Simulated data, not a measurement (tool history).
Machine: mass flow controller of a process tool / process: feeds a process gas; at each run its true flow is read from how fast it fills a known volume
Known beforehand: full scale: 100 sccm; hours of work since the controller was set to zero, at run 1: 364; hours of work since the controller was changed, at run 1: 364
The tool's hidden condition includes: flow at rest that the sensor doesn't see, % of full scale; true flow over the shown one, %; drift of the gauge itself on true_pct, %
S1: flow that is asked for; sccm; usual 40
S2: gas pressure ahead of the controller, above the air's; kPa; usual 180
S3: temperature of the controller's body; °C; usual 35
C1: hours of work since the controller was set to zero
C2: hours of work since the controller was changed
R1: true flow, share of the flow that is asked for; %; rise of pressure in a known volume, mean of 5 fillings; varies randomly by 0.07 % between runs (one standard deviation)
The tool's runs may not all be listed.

Run 1, hour 0: usual settings; C1 364; C2 364. Result: R1 99.06 %.
Run 2, hour 85.1: usual settings; C1 391; C2 391. Result: R1 99.25 %.
Run 3, hour 157.9: usual settings; C1 415; C2 415. Result: R1 99.07 %.
Run 4, hour 256: usual settings; C1 446; C2 446. Result: R1 99.14 %.
Run 5, hour 319.3: usual settings; C1 467; C2 467. Result: R1 99.08 %.
Run 6, hour 427.5: usual settings; C1 502; C2 502. Result: R1 99.1 %.
Run 7, hour 503: usual settings; C1 526; C2 526. Result: R1 99.13 %.
Run 8, hour 581.1: usual settings; C1 551; C2 551. Result: R1 99.04 %.
Run 9, hour 665.1: usual settings; C1 578; C2 578. Result: R1 99.07 %.
Run 10, hour 764.2: usual settings; C1 610; C2 610. Result: R1 99.09 %.
Run 11, hour 847.2: usual settings; C1 637; C2 637. Result: R1 99.15 %.
Run 12, hour 932.3: usual settings but S1 12 sccm, S2 170 kPa, S3 39 °C; C1 665; C2 665. Result: R1 99.19 %.
Run 13, hour 982.3: usual settings but S1 24 sccm, S2 247 kPa, S3 26 °C; C1 681; C2 681. Result: R1 98.61 %.
Run 14, hour 1041.7: usual settings but S1 24 sccm, S2 247 kPa, S3 26 °C; C1 700; C2 700. Result: R1 98.57 %.
Run 15, hour 1109.7: usual settings but S1 24 sccm, S2 247 kPa, S3 26 °C; C1 722; C2 722. Result: R1 98.6 %.
Run 16, hour 1181: usual settings but S1 68 sccm, S2 161 kPa; C1 745; C2 745. Result: R1 99.48 %.
Run 17, hour 1274: usual settings but S1 68 sccm, S2 161 kPa; C1 775; C2 775. Result: R1 99.6 %.
Run 18, hour 1357.3: usual settings but S2 160 kPa, S3 21 °C; C1 802; C2 802. Result: R1 98.52 %.
Run 19, hour 1450.3: usual settings but S1 22 sccm, S3 37 °C; C1 832; C2 832. Result: R1 98.87 %.
Run 20, hour 1508.3: usual settings but S2 169 kPa, S3 21 °C; C1 850; C2 850. Result: R1 98.46 %.

What if the next run were any one of these 5? Each begins from the tool's condition after run 20:
Run A, hour 1617.6: usual settings but S1 15 sccm, S2 161 kPa, S3 21 °C; C1 886; C2 886. Result: R1 ?.
Run B, hour 1617.6: usual settings but S1 15 sccm, S2 169 kPa, S3 22 °C; C1 886; C2 886. Result: R1 ?.
Run C, hour 1617.6: usual settings but S1 28 sccm, S2 224 kPa; C1 886; C2 886. Result: R1 ?.
Run D, hour 1617.6: usual settings but S1 78 sccm, S2 213 kPa; C1 886; C2 886. Result: R1 ?.
Run E, hour 1617.6: usual settings but S1 11 sccm, S2 208 kPa, S3 22 °C; C1 886; C2 886. Result: R1 ?.

run     R1
  A  98.47
  B   98.5
  C   98.9
  D  99.94
  E  98.93
With no hidden state in the tool, these same runs would have given:
run     R1
  A  97.66
  B   97.7
  C  98.55
  D  99.93
  E  97.76
